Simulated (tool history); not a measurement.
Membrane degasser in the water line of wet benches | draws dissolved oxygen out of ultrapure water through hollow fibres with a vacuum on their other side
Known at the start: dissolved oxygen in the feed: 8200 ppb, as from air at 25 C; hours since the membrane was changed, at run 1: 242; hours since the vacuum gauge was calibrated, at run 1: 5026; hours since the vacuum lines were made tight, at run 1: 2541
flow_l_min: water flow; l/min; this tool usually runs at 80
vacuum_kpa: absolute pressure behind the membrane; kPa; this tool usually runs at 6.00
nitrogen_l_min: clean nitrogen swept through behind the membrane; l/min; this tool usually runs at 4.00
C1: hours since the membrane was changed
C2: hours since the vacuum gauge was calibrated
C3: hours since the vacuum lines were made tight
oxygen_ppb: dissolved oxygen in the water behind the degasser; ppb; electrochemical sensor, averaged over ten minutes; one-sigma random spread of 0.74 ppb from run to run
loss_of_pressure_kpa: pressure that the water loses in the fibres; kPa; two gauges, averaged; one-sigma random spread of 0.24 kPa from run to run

{"run": 1, "hour": 0.0, "flow_l_min": 80, "vacuum_kpa": 6.0, "nitrogen_l_min": 4.0, "C1": 242, "C2": 5026, "C3": 2541, "oxygen_ppb": 137.9, "loss_of_pressure_kpa": 62.1}
{"run": 2, "hour": 154.4, "flow_l_min": 77, "vacuum_kpa": 6.0, "nitrogen_l_min": 4.0, "C1": 397, "C2": 5180, "C3": 2695, "oxygen_ppb": 133.8, "loss_of_pressure_kpa": 59.92}
{"run": 3, "hour": 358.5, "flow_l_min": 80, "vacuum_kpa": 6.0, "nitrogen_l_min": 4.0, "C1": 601, "C2": 5384, "C3": 2899, "oxygen_ppb": 140.6, "loss_of_pressure_kpa": 62.72}
{"run": 4, "hour": 558.5, "flow_l_min": 80, "vacuum_kpa": 6.0, "nitrogen_l_min": 4.0, "C1": 801, "C2": 5585, "C3": 3099, "oxygen_ppb": 141.0, "loss_of_pressure_kpa": 62.32}
{"run": 5, "hour": 682.1, "flow_l_min": 80, "vacuum_kpa": 6.0, "nitrogen_l_min": 4.0, "C1": 924, "C2": 5708, "C3": 3223, "oxygen_ppb": 140.2, "loss_of_pressure_kpa": 62.41}
{"run": 6, "hour": 882.1, "flow_l_min": 80, "vacuum_kpa": 6.98, "nitrogen_l_min": 4.0, "C1": 1124, "C2": 5908, "C3": 3423, "oxygen_ppb": 183.1, "loss_of_pressure_kpa": 62.56}
{"run": 7, "hour": 1013.2, "flow_l_min": 80, "vacuum_kpa": 6.98, "nitrogen_l_min": 4.0, "C1": 1255, "C2": 6039, "C3": 3554, "oxygen_ppb": 182.6, "loss_of_pressure_kpa": 62.37}
{"run": 8, "hour": 1164.9, "flow_l_min": 80, "vacuum_kpa": 6.98, "nitrogen_l_min": 4.0, "C1": 1407, "C2": 6191, "C3": 3706, "oxygen_ppb": 184.8, "loss_of_pressure_kpa": 62.28}
{"run": 9, "hour": 1253.7, "flow_l_min": 80, "vacuum_kpa": 6.98, "nitrogen_l_min": 4.0, "C1": 1496, "C2": 6280, "C3": 3794, "oxygen_ppb": 182.7, "loss_of_pressure_kpa": 62.27}
{"run": 10, "hour": 1387.8, "flow_l_min": 80, "vacuum_kpa": 6.0, "nitrogen_l_min": 4.0, "C1": 1630, "C2": 6414, "C3": 3928, "oxygen_ppb": 141.4, "loss_of_pressure_kpa": 62.34}
{"hour": 1419.3, "done": "vacuum gauge calibrated"}
{"run": 11, "hour": 1544.8, "flow_l_min": 80, "vacuum_kpa": 6.0, "nitrogen_l_min": 2.57, "C1": 1787, "C2": 125, "C3": 4085, "oxygen_ppb": 221.2, "loss_of_pressure_kpa": 62.36}
{"run": 12, "hour": 1755.7, "flow_l_min": 80, "vacuum_kpa": 6.0, "nitrogen_l_min": 7.88, "C1": 1998, "C2": 336, "C3": 4296, "oxygen_ppb": 84.2, "loss_of_pressure_kpa": 63.25}
{"run": 13, "hour": 1895.6, "flow_l_min": 80, "vacuum_kpa": 6.0, "nitrogen_l_min": 7.88, "C1": 2137, "C2": 476, "C3": 4436, "oxygen_ppb": 83.9, "loss_of_pressure_kpa": 62.9}
{"run": 14, "hour": 2012.4, "flow_l_min": 80, "vacuum_kpa": 6.0, "nitrogen_l_min": 7.88, "C1": 2254, "C2": 593, "C3": 4553, "oxygen_ppb": 84.5, "loss_of_pressure_kpa": 62.63}
{"run": 15, "hour": 2172.1, "flow_l_min": 80, "vacuum_kpa": 6.0, "nitrogen_l_min": 7.88, "C1": 2414, "C2": 753, "C3": 4712, "oxygen_ppb": 84.2, "loss_of_pressure_kpa": 62.71}
{"hour": 2300.5, "done": "vacuum gauge calibrated, once more"}
{"run": 16, "hour": 2331.3, "flow_l_min": 80, "vacuum_kpa": 6.0, "nitrogen_l_min": 7.88, "C1": 2573, "C2": 31, "C3": 4871, "oxygen_ppb": 68.8, "loss_of_pressure_kpa": 63.25}
{"run": 17, "hour": 2526.0, "flow_l_min": 80, "vacuum_kpa": 6.63, "nitrogen_l_min": 1.94, "C1": 2767, "C2": 225, "C3": 5066, "oxygen_ppb": 275.2, "loss_of_pressure_kpa": 62.96}
{"run": 18, "hour": 2724.6, "flow_l_min": 50, "vacuum_kpa": 6.0, "nitrogen_l_min": 10.35, "C1": 2966, "C2": 424, "C3": 5264, "oxygen_ppb": 33.7, "loss_of_pressure_kpa": 39.53}
{"run": 19, "hour": 2887.5, "flow_l_min": 97, "vacuum_kpa": 8.72, "nitrogen_l_min": 4.0, "C1": 3129, "C2": 587, "C3": 5427, "oxygen_ppb": 287.9, "loss_of_pressure_kpa": 76.22}
{"run": 20, "hour": 2981.6, "flow_l_min": 68, "vacuum_kpa": 6.0, "nitrogen_l_min": 6.06, "C1": 3223, "C2": 681, "C3": 5521, "oxygen_ppb": 74.4, "loss_of_pressure_kpa": 53.69}
{"run": 21, "hour": 3168.1, "flow_l_min": 68, "vacuum_kpa": 6.0, "nitrogen_l_min": 9.0, "C1": 3409, "C2": 868, "C3": 5708, "oxygen_ppb": 52.4, "loss_of_pressure_kpa": 53.76}
{"run": 22, "hour": 3311.7, "flow_l_min": 67, "vacuum_kpa": 6.41, "nitrogen_l_min": 6.58, "C1": 3553, "C2": 1011, "C3": 5851, "oxygen_ppb": 79.4, "loss_of_pressure_kpa": 52.57}
{"run": 23, "hour": 3495.1, "flow_l_min": 122, "vacuum_kpa": 6.41, "nitrogen_l_min": 3.52, "C1": 3736, "C2": 1195, "C3": 6035, "oxygen_ppb": 235.0, "loss_of_pressure_kpa": 96.8}
{"run": 24, "hour": 3598.2, "flow_l_min": 68, "vacuum_kpa": 14.8, "nitrogen_l_min": 3.52, "C1": 3839, "C2": 1298, "C3": 6138, "oxygen_ppb": 483.2, "loss_of_pressure_kpa": 53.96}
{"run": 25, "hour": 3808.0, "flow_l_min": 80, "vacuum_kpa": 13.11, "nitrogen_l_min": 4.0, "C1": 4049, "C2": 1507, "C3": 6348, "oxygen_ppb": 429.2, "loss_of_pressure_kpa": 63.23}
{"run": 26, "hour": 3928.0, "flow_l_min": 52, "vacuum_kpa": 10.95, "nitrogen_l_min": 4.0, "C1": 4169, "C2": 1627, "C3": 6468, "oxygen_ppb": 230.9, "loss_of_pressure_kpa": 41.25}
{"run": 27, "hour": 4045.4, "flow_l_min": 81, "vacuum_kpa": 6.34, "nitrogen_l_min": 1.61, "C1": 4287, "C2": 1745, "C3": 6585, "oxygen_ppb": 301.6, "loss_of_pressure_kpa": 63.71}
{"run": 28, "hour": 4228.3, "flow_l_min": 88, "vacuum_kpa": 4.92, "nitrogen_l_min": 4.0, "C1": 4470, "C2": 1928, "C3": 6768, "oxygen_ppb": 88.8, "loss_of_pressure_kpa": 69.83}
{"run": 29, "hour": 4436.7, "flow_l_min": 51, "vacuum_kpa": 9.84, "nitrogen_l_min": 8.06, "C1": 4678, "C2": 2136, "C3": 6976, "oxygen_ppb": 102.7, "loss_of_pressure_kpa": 40.41}
{"run": 30, "hour": 4629.4, "flow_l_min": 89, "vacuum_kpa": 6.0, "nitrogen_l_min": 4.53, "C1": 4871, "C2": 2329, "C3": 7169, "oxygen_ppb": 128.4, "loss_of_pressure_kpa": 71.0}
{"run": 31, "hour": 4801.4, "flow_l_min": 102, "vacuum_kpa": 6.52, "nitrogen_l_min": 3.78, "C1": 5043, "C2": 2501, "C3": 7341, "oxygen_ppb": 199.3, "loss_of_pressure_kpa": 80.58}

What if the next run were any one of these 3? Each begins from the tool's condition after run 31:
{"run": "A", "hour": 4967.9, "flow_l_min": 80, "vacuum_kpa": 7.76, "nitrogen_l_min": 3.83, "C1": 5209, "C2": 2667, "C3": 7508, "oxygen_ppb": "?", "loss_of_pressure_kpa": "?"}
{"run": "B", "hour": 4967.9, "flow_l_min": 59, "vacuum_kpa": 3.65, "nitrogen_l_min": 4.0, "C1": 5209, "C2": 2667, "C3": 7508, "oxygen_ppb": "?", "loss_of_pressure_kpa": "?"}
{"run": "C", "hour": 4967.9, "flow_l_min": 77, "vacuum_kpa": 5.87, "nitrogen_l_min": 1.86, "C1": 5209, "C2": 2667, "C3": 7508, "oxygen_ppb": "?", "loss_of_pressure_kpa": "?"}

run=A oxygen_ppb=213.0 loss_of_pressure_kpa=63.50
run=B oxygen_ppb=19.2 loss_of_pressure_kpa=47.22
run=C oxygen_ppb=224.1 loss_of_pressure_kpa=61.20
Take away the tool's hidden state, keep each run's random variation, and the runs would have read:
run=A oxygen_ppb=207.8 loss_of_pressure_kpa=62.06
run=B oxygen_ppb=15.7 loss_of_pressure_kpa=46.15
run=C oxygen_ppb=216.0 loss_of_pressure_kpa=59.82

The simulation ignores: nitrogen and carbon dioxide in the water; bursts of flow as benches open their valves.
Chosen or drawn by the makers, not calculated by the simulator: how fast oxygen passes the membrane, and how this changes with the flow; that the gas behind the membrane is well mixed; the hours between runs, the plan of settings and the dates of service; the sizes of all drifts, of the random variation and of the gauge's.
